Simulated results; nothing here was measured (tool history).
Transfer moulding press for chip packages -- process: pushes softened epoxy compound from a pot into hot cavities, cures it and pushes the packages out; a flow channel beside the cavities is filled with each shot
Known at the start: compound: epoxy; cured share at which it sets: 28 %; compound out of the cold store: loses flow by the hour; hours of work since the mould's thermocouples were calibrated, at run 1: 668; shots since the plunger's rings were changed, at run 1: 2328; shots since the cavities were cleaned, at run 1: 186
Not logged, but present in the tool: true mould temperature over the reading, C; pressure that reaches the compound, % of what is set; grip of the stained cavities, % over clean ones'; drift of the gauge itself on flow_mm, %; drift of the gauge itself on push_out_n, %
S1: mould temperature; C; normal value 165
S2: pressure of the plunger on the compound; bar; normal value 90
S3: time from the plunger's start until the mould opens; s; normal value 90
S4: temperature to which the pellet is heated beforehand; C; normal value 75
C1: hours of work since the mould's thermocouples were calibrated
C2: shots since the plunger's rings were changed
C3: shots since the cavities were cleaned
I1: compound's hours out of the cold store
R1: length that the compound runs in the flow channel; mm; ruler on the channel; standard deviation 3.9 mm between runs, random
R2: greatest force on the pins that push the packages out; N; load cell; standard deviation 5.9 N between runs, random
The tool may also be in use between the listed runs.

Run 1, hour 0: usual settings; C1 668; C2 2328; C3 186; I1 8.3. Result: R1 888 mm, R2 291 N.
At hour 22.5: cavities cleaned with cleaning compound and waxed.
At hour 29.9: plunger's sealing rings changed.
Run 2, hour 47.2: usual settings; C1 701; C2 287; C3 369; I1 21. Result: R1 841 mm, R2 318 N.
At hour 55.1: cavities cleaned with cleaning compound and waxed.
At hour 84.1: cavities cleaned with cleaning compound and waxed.
At hour 116.1: cavities cleaned with cleaning compound and waxed.
Run 3, hour 133.6: usual settings; C1 763; C2 1650; C3 292; I1 9. Result: R1 894 mm, R2 314 N.
At hour 148.1: cavities cleaned with cleaning compound and waxed.
At hour 181.7: cavities cleaned with cleaning compound and waxed.
At hour 202.6: plunger's sealing rings changed.
Run 4, hour 203: usual settings; C1 812; C2 7; C3 312; I1 27.9. Result: R1 795 mm, R2 305 N.
At hour 216.8: cavities cleaned with cleaning compound and waxed.
At hour 246.2: cavities cleaned with cleaning compound and waxed.
At hour 273.5: mould's thermocouples calibrated.
At hour 280.3: cavities cleaned with cleaning compound and waxed.
Run 5, hour 296.3: usual settings; C1 16; C2 1451; C3 266; I1 36.9. Result: R1 737 mm, R2 316 N.
At hour 310.1: cavities cleaned with cleaning compound and waxed.
At hour 337.4: cavities cleaned with cleaning compound and waxed.
Run 6, hour 360: usual settings; C1 62; C2 2461; C3 376; I1 8.7. Result: R1 881 mm, R2 348 N.
At hour 366.2: cavities cleaned with cleaning compound and waxed.
At hour 380.8: plunger's sealing rings changed.
At hour 400.7: cavities cleaned with cleaning compound and waxed.
At hour 431.8: cavities cleaned with cleaning compound and waxed.
Run 7, hour 432.3: usual settings; C1 112; C2 807; C3 8; I1 21.2. Result: R1 842 mm, R2 223 N.
At hour 459.5: cavities cleaned with cleaning compound and waxed.
At hour 487.6: cavities cleaned with cleaning compound and waxed.
Run 8, hour 510.6: usual settings but S1 163 C, S2 83.9 bar, S3 105 s, S4 77 C; C1 169; C2 2060; C3 384; I1 41.2. Result: R1 679 mm, R2 289 N.
At hour 518.5: cavities cleaned with cleaning compound and waxed.
At hour 549.9: cavities cleaned with cleaning compound and waxed.
At hour 557.9: plunger's sealing rings changed.
At hour 580.9: cavities cleaned with cleaning compound and waxed.
At hour 608.5: cavities cleaned with cleaning compound and waxed.
Run 9, hour 608.5: usual settings but S1 172 C, S2 98.4 bar, S3 110 s, S4 72 C; C1 237; C2 792; C3 0; I1 32.4. Result: R1 780 mm, R2 182 N.
At hour 639.3: cavities cleaned with cleaning compound and waxed.
At hour 669: cavities cleaned with cleaning compound and waxed.
Run 10, hour 683.7: usual settings but S1 172 C, S2 98.4 bar, S3 110 s, S4 72 C; C1 292; C2 1993; C3 244; I1 25.9. Result: R1 808 mm, R2 257 N.
At hour 696.9: cavities cleaned with cleaning compound and waxed.
At hour 729.5: plunger's sealing rings changed.
At hour 731: cavities cleaned with cleaning compound and waxed.
At hour 760.9: cavities cleaned with cleaning compound and waxed.
Run 11, hour 760.9: usual settings but S1 172 C, S2 98.4 bar, S3 110 s, S4 72 C; C1 345; C2 471; C3 0; I1 14. Result: R1 899 mm, R2 184 N.
At hour 789.8: cavities cleaned with cleaning compound and waxed.
At hour 819: cavities cleaned with cleaning compound and waxed.
At hour 846.9: cavities cleaned with cleaning compound and waxed.
Run 12, hour 846.9: usual settings but S2 93.9 bar, S3 107 s, S4 77 C; C1 407; C2 1827; C3 0; I1 38.1. Result: R1 739 mm, R2 174 N.

What differs in the tool's unlogged condition from the final listed run ahead of each entry between runs to the first listed run following it?
In the gap between runs 1 and 2: cavities cleaned with cleaning compound and waxed (hour 22.5); plunger's sealing rings changed (hour 29.9)
  true mould temperature over the reading, C: 1.61 -> 1.68; pressure that reaches the compound, % of what is set: 90.79 -> 98.48; grip of the stained cavities, % over clean ones': 33.8 -> 56.1
  measured minus no-state result, R1: -51 -> -13 mm; R2: +51 -> +95 N
In the gap between runs 2 and 3: cavities cleaned with cleaning compound and waxed (hour 55.1); cavities cleaned with cleaning compound and waxed (hour 84.1); cavities cleaned with cleaning compound and waxed (hour 116.1)
  true mould temperature over the reading, C: 1.68 -> 1.82; pressure that reaches the compound, % of what is set: 98.48 -> 93.59; grip of the stained cavities, % over clean ones': 56.1 -> 51.3
  measured minus no-state result, R1: -13 -> -38 mm; R2: +95 -> +83 N
In the gap between runs 3 and 4: cavities cleaned with cleaning compound and waxed (hour 148.1); cavities cleaned with cleaning compound and waxed (hour 181.7); plunger's sealing rings changed (hour 202.6)
  true mould temperature over the reading, C: 1.82 -> 1.91; pressure that reaches the compound, % of what is set: 93.59 -> 99.32; grip of the stained cavities, % over clean ones': 51.3 -> 49.1
  measured minus no-state result, R1: -38 -> -9 mm; R2: +83 -> +80 N
In the gap between runs 4 and 5: cavities cleaned with cleaning compound and waxed (hour 216.8); cavities cleaned with cleaning compound and waxed (hour 246.2); mould's thermocouples calibrated (hour 273.5); cavities cleaned with cleaning compound and waxed (hour 280.3)
  true mould temperature over the reading, C: 1.91 -> 0; pressure that reaches the compound, % of what is set: 99.32 -> 93.33; grip of the stained cavities, % over clean ones': 49.1 -> 47
  measured minus no-state result, R1: -9 -> -25 mm; R2: +80 -> +104 N
In the gap between runs 5 and 6: cavities cleaned with cleaning compound and waxed (hour 310.1); cavities cleaned with cleaning compound and waxed (hour 337.4)
  true mould temperature over the reading, C: 0 -> 0.1; pressure that reaches the compound, % of what is set: 93.33 -> 89.3; grip of the stained cavities, % over clean ones': 47 -> 58.8
  measured minus no-state result, R1: -25 -> -51 mm; R2: +104 -> +132 N
In the gap between runs 6 and 7: cavities cleaned with cleaning compound and waxed (hour 366.2); plunger's sealing rings changed (hour 380.8); cavities cleaned with cleaning compound and waxed (hour 400.7); cavities cleaned with cleaning compound and waxed (hour 431.8)
  true mould temperature over the reading, C: 0.1 -> 0.2; pressure that reaches the compound, % of what is set: 89.3 -> 96.77; grip of the stained cavities, % over clean ones': 58.8 -> 3.6
  measured minus no-state result, R1: -51 -> -15 mm; R2: +132 -> +5 N
In the gap between runs 7 and 8: cavities cleaned with cleaning compound and waxed (hour 459.5); cavities cleaned with cleaning compound and waxed (hour 487.6)
  true mould temperature over the reading, C: 0.2 -> 0.33; pressure that reaches the compound, % of what is set: 96.77 -> 92; grip of the stained cavities, % over clean ones': 3.6 -> 52.2
  measured minus no-state result, R1: -15 -> -30 mm; R2: +5 -> +97 N
In the gap between runs 8 and 9: cavities cleaned with cleaning compound and waxed (hour 518.5); cavities cleaned with cleaning compound and waxed (hour 549.9); plunger's sealing rings changed (hour 557.9); cavities cleaned with cleaning compound and waxed (hour 580.9); cavities cleaned with cleaning compound and waxed (hour 608.5)
  true mould temperature over the reading, C: 0.33 -> 0.46; pressure that reaches the compound, % of what is set: 92 -> 96.77; grip of the stained cavities, % over clean ones': 52.2 -> 0.5
  measured minus no-state result, R1: -30 -> -15 mm; R2: +97 -> +1 N
In the gap between runs 9 and 10: cavities cleaned with cleaning compound and waxed (hour 639.3); cavities cleaned with cleaning compound and waxed (hour 669)
  true mould temperature over the reading, C: 0.46 -> 0.58; pressure that reaches the compound, % of what is set: 96.77 -> 92.28; grip of the stained cavities, % over clean ones': 0.5 -> 44
  measured minus no-state result, R1: -15 -> -35 mm; R2: +1 -> +78 N
In the gap between runs 10 and 11: cavities cleaned with cleaning compound and waxed (hour 696.9); plunger's sealing rings changed (hour 729.5); cavities cleaned with cleaning compound and waxed (hour 731); cavities cleaned with cleaning compound and waxed (hour 760.9)
  true mould temperature over the reading, C: 0.58 -> 0.69; pressure that reaches the compound, % of what is set: 92.28 -> 97.8; grip of the stained cavities, % over clean ones': 44 -> 3.3
  measured minus no-state result, R1: -35 -> -12 mm; R2: +78 -> +6 N
In the gap between runs 11 and 12: cavities cleaned with cleaning compound and waxed (hour 789.8); cavities cleaned with cleaning compound and waxed (hour 819); cavities cleaned with cleaning compound and waxed (hour 846.9)
  true mould temperature over the reading, C: 0.69 -> 0.82; pressure that reaches the compound, % of what is set: 97.8 -> 93.15; grip of the stained cavities, % over clean ones': 3.3 -> 0.6
  measured minus no-state result, R1: -12 -> -29 mm; R2: +6 -> -2 N
